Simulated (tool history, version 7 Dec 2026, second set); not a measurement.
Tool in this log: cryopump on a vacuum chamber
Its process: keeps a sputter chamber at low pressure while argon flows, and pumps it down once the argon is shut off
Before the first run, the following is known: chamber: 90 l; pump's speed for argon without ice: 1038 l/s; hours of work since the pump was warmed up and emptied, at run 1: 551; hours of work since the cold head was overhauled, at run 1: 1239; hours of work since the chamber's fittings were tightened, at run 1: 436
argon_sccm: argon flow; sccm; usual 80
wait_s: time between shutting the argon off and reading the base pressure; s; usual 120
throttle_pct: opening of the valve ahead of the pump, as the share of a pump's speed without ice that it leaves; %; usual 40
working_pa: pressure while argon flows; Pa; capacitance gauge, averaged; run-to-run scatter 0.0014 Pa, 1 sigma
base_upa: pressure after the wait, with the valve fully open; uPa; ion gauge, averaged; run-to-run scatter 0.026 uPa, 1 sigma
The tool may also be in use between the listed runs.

run,hour,argon_sccm,wait_s,throttle_pct,hours of work since the pump was warmed up and emptied,hours of work since the cold head was overhauled,hours of work since the chamber's fittings were tightened,working_pa,base_upa
1,0.0,80,120,40,551,1239,436,0.3516,2.14
2,42.0,80,120,40,576,1264,461,0.3512,2.15
3,88.6,80,120,40,604,1292,489,0.3529,2.19
4,152.5,80,120,40,642,1330,528,0.3548,2.41
# hour 191.1: pump warmed up, emptied and cooled again
5,215.4,80,120,40,15,1365,562,0.3283,2.12
6,302.2,80,120,40,67,1417,614,0.3323,2.34
7,357.8,80,120,40,100,1450,648,0.3325,2.38
8,434.3,80,120,40,146,1496,694,0.3365,2.42
9,486.5,80,120,40,177,1527,725,0.3337,2.60
10,561.1,53,120,40,222,1572,769,0.2249,2.59
11,641.0,53,120,40,270,1620,817,0.2246,2.72
12,688.6,53,120,40,298,1649,846,0.2260,2.79
13,751.9,80,120,40,336,1686,884,0.3428,3.04
14,821.9,80,120,40,378,1728,926,0.3450,3.12
15,878.8,80,120,40,412,1762,960,0.3464,3.24
16,920.3,134,120,40,437,1787,985,0.5771,3.29
17,994.0,134,120,40,481,1831,1029,0.5825,3.38
18,1069.4,134,78,40,526,1877,1074,0.5858,4.08
19,1121.5,80,120,21,557,1908,1105,0.6458,3.62
20,1186.6,80,120,21,596,1947,1144,0.6495,3.87
# hour 1241.7: leaking fittings of the chamber tightened, without venting
21,1262.2,37,85,40,641,1991,12,0.1646,1.63
# hour 1304.9: pump warmed up, emptied and cooled again
22,1354.1,89,120,33,29,2043,64,0.4441,1.34
23,1437.4,34,115,40,79,2093,114,0.1406,1.44
24,1476.7,38,24,38,103,2117,138,0.1672,4.74
25,1531.7,52,38,55,136,2149,171,0.1600,3.27
26,1595.9,66,250,36,174,2188,209,0.3089,1.15
27,1646.2,72,94,40,204,2218,239,0.3023,1.87
28,1708.7,88,157,15,242,2256,277,0.9713,1.58
29,1791.2,80,68,40,291,2305,326,0.3393,2.48
30,1867.6,80,42,56,337,2351,372,0.2487,3.53
31,1927.0,118,76,35,373,2386,408,0.5793,2.51
32,1975.7,92,26,42,402,2416,437,0.3766,5.12
33,2057.8,80,88,20,451,2465,486,0.6745,2.61
34,2133.8,35,23,18,497,2510,531,0.3280,5.79
35,2192.0,40,120,30,532,2545,566,0.2287,2.63

Below are 3 alternative next runs, each starting from the tool's condition after run 35. Predict each:
A,2257.4,58,54,21,571,2584,606,?,?
B,2257.4,65,120,39,571,2584,606,?,?
C,2257.4,40,189,30,571,2584,606,?,?

run,working_pa,base_upa
A,0.4682,3.69
B,0.2928,2.72
C,0.2296,2.44
What these runs would have given with no unlogged condition in the tool:
run,working_pa,base_upa
A,0.4491,2.11
B,0.2714,1.11
C,0.2164,0.81

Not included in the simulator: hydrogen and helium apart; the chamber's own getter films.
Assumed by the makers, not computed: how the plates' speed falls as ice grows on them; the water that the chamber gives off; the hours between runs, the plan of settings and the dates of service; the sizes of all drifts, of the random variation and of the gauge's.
